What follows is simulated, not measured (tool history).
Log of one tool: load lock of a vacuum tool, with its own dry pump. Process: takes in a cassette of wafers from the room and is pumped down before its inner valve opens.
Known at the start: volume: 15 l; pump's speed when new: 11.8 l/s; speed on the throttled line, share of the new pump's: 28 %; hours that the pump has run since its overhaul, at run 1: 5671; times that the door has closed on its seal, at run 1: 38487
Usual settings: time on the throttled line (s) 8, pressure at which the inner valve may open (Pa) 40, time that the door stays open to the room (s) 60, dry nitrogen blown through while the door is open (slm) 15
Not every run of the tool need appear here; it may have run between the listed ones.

run,hour,time on the throttled line (s),pressure at which the inner valve may open (Pa),time that the door stays open to the room (s),dry nitrogen blown through while the door is open (slm),hours that the pump has run since its overhaul,times that the door has closed on its seal,"incoming humidity of the room's air, %",time from the closed door until the inner valve may open (s),rise of the pressure with all valves shut (Pa/min)
1,0,8,40,60,15,5671,38487,47,16.5,0.375
2,407,8,40,60,15,6078,39789,46.2,16.6,0.383
3,677,8,40,60,15,6348,40653,44.3,16.8,0.395
4,1027.1,8,47,60,15,6698,41773,43.5,16.3,0.404
5,1579.2,8,47,60,15,7250,43540,46.1,16.5,0.433
6,1885.4,8,47,60,15,7556,44519,47.3,17,0.443
7,2127.2,8,47,60,15,7798,45293,43,16.3,0.451
8,2673.3,8,47,60,15,8344,47040,46.1,16.9,0.461
9,3012.3,8,47,60,15,8683,48125,45.7,16.8,0.47
10,3359.6,8,40,60,15,9030,49236,40.7,17.3,0.484
11,3632.7,8,40,60,15,9303,50110,42.8,17.3,0.497
12,3882.9,12,48,76,15,9554,50911,46.2,19.8,0.522
13,4124.6,12,48,100,4,9795,51684,44.4,19.6,0.561
# hour 4351.1: door's seal changed, seat wiped
14,4623,8,40,27,33,10292,869,45.7,17.8,0.054
15,5128.9,7,40,133,33,10798,2488,41.2,16.9,0.098
16,5487.9,15,69,94,13,11157,3637,44.8,21.8,0.117
17,6038.2,15,69,94,13,11707,5397,45,21.4,0.124
18,6612.8,9,69,125,17,12282,7236,42.2,17.6,0.129
# hour 6747.6: dry pump taken out, an overhauled one fitted
19,6971,9,43,125,5,223,8363,47.5,16.1,0.177

3 options for the next run, each taken on its own from the tool as it stands now. Forecast them:
A,7525.8,8,40,155,15,778,10138,42.1,?,?
B,7525.8,8,40,77,15,778,10138,43.5,?,?
C,7525.8,6,40,70,12,778,10138,44.9,?,?

run,time from the closed door until the inner valve may open (s),rise of the pressure with all valves shut (Pa/min)
A,15.8,0.157
B,15.9,0.128
C,14.3,0.135
Had the tool no hidden state, the same runs would have come out as:
run,time from the closed door until the inner valve may open (s),rise of the pressure with all valves shut (Pa/min)
A,15.9,0.123
B,15.9,0.092
C,14.3,0.1
